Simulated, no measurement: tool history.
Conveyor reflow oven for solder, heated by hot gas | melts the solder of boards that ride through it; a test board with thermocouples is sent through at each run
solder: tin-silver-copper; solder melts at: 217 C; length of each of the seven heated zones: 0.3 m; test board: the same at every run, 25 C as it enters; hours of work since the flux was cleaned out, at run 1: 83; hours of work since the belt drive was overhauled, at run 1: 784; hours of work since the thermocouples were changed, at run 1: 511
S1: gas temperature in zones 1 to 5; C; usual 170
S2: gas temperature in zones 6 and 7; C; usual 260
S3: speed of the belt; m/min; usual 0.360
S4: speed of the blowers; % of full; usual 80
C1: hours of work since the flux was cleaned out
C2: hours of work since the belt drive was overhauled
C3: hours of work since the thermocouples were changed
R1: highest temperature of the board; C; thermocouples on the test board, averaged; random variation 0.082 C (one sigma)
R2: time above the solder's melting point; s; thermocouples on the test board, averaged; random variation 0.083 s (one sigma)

run     day   S1   S2     S3  S4   C1    C2   C3      R1     R2
  1   0.000  170  260  0.360  80   83   784  511  250.27  74.13
  2   1.112  170  260  0.360  67  104   805  532  248.76  71.95
  3   2.133  170  260  0.360  67  123   824  551  248.88  72.20
  4   3.350  170  260  0.360  80  146   847  574  250.37  73.96
  5   3.904  170  260  0.360  80  156   857  584  250.45  74.00
      4.629  -- flux residue cleaned out of gas plates and filters
  6   4.696  170  260  0.351  80    1   868  595  250.89  76.75
  7   5.683  170  260  0.360  80   20   886  613  250.37  74.09
  8   6.933  166  260  0.360  80   43   910  637  250.01  71.83
  9   7.671  166  260  0.360  80   57   923  650  249.85  72.03
 10   8.788  166  260  0.360  80   78   944  671  249.85  72.21
      9.333  -- thermocouples of zones 6 and 7 changed
 11  10.125  182  260  0.360  52  101   968   15  248.62  76.79
 12  11.333  170  260  0.408  80  124   990   37  247.17  61.09
 13  12.588  170  260  0.338  80  147  1014   61  251.89  81.23
     13.738  -- flux residue cleaned out of gas plates and filters
 14  13.738  159  258  0.359  80    0  1031   78  247.42  67.06
 15  14.292  155  260  0.394  80   10  1042   89  245.98  57.06
 16  15.092  185  265  0.360  55   25  1057  104  253.82  83.04
 17  16.133  173  255  0.360  79   45  1076  123  245.77  71.35
 18  17.138  173  255  0.360  79   63  1095  142  245.98  71.60
     18.267  -- belt drive overhauled, speed set with a stopwatch
 19  18.296  173  255  0.360  79   82     1  160  245.98  71.40

Forecast each of these 4 alternatives for the next run:
  A  18.829  170  264  0.399  77  92  10  170   ?   ?
  B  18.829  184  260  0.360  80  92  10  170   ?   ?
  C  18.829  164  251  0.360  79  92  10  170   ?   ?
  D  18.829  161  255  0.389  72  92  10  170   ?   ?

run      R1     R2
  A  251.02  66.03
  B  251.95  82.28
  C  241.16  62.15
  D  241.69  55.08
Without the tool's hidden state the same runs would have given:
run      R1     R2
  A  251.03  66.04
  B  251.96  82.28
  C  241.16  62.16
  D  241.70  55.09

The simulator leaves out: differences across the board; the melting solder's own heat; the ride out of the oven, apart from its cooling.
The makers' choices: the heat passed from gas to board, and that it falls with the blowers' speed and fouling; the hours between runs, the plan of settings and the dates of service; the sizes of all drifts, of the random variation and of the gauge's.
